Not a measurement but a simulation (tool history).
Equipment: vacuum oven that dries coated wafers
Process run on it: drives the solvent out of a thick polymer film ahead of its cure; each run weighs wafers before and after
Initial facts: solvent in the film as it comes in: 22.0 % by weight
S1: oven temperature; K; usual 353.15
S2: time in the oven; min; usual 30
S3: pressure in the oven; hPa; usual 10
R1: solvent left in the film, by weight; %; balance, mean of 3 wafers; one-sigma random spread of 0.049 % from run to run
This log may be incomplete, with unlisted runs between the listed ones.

run	hour	S1	S2	S3	R1
1	0	353.15	30	10	2.26
2	6.7	346.15	30	10	4.03
3	15.5	346.15	30	10	4.2
4	26	346.15	30	10	4.26
5	36.2	346.15	30	10	4.21
6	46	353.15	30	10	2.3
7	51.6	339.15	30	10	6.45
8	63.8	339.15	30	10	6.57
9	71.2	339.15	30	10	6.49
10	80.3	353.15	30	10	2.35
11	89.2	353.15	30	10	2.33
12	100	353.15	30	10	2.26
13	106.4	353.15	30	9.8	2.37
14	119.3	353.15	30	9.8	2.4
15	129.3	353.15	30	9.8	2.4
16	135	353.15	30	9.8	2.3
17	142.9	353.15	30	9.8	2.28
18	153.3	366.15	30	10	0.5
19	165	366.15	30	10	0.53
20	173.4	366.15	30	10	0.56
21	185.8	353.15	32	10	2.05
22	197.4	353.15	32	10	2.06
23	205	357.15	30	10	1.56
24	211	357.15	30	10	1.67
25	216.3	366.15	44	10	0.32
26	221.8	366.15	24	13.3	1.07
27	228.7	362.15	40	8	0.38
28	238	352.15	30	10	2.55
29	246.3	352.15	30	10	2.63
30	254.6	363.15	30	10	0.79
31	260.2	363.15	30	10	0.68
32	270.1	363.15	30	29.5	1.22
33	276.1	363.15	30	29.5	1.19
34	281.4	349.15	30	31.6	4.15
35	290	349.15	30	31.6	4.21
36	299.4	346.15	20	10.6	6.8
37	306.7	353.15	34	5.9	1.73
38	319	361.15	17	17.9	3.34
39	326.8	345.15	51	23.9	2.64
40	339.2	346.15	37	13.2	3.22
41	345.4	353.15	39	11.3	1.45
42	352.4	353.15	39	11.3	1.45
43	361.2	353.15	39	11.3	1.53
44	369.8	341.15	26	10	6.71
45	376	342.15	47	10	2.93
46	385.1	342.15	47	10	3.01

Here are 4 independent what-if runs from the current tool condition. What would each one return?
A	395	368.15	48	10	?
B	395	340.15	43	9.4	?
C	395	349.15	53	12.5	?
D	395	357.15	43	19.3	?

run	R1
A	0.32
B	4.02
C	1.32
D	1.02
With no hidden state in the tool, these same runs would have given:
run	R1
A	0.28
B	3.75
C	1.17
D	0.92
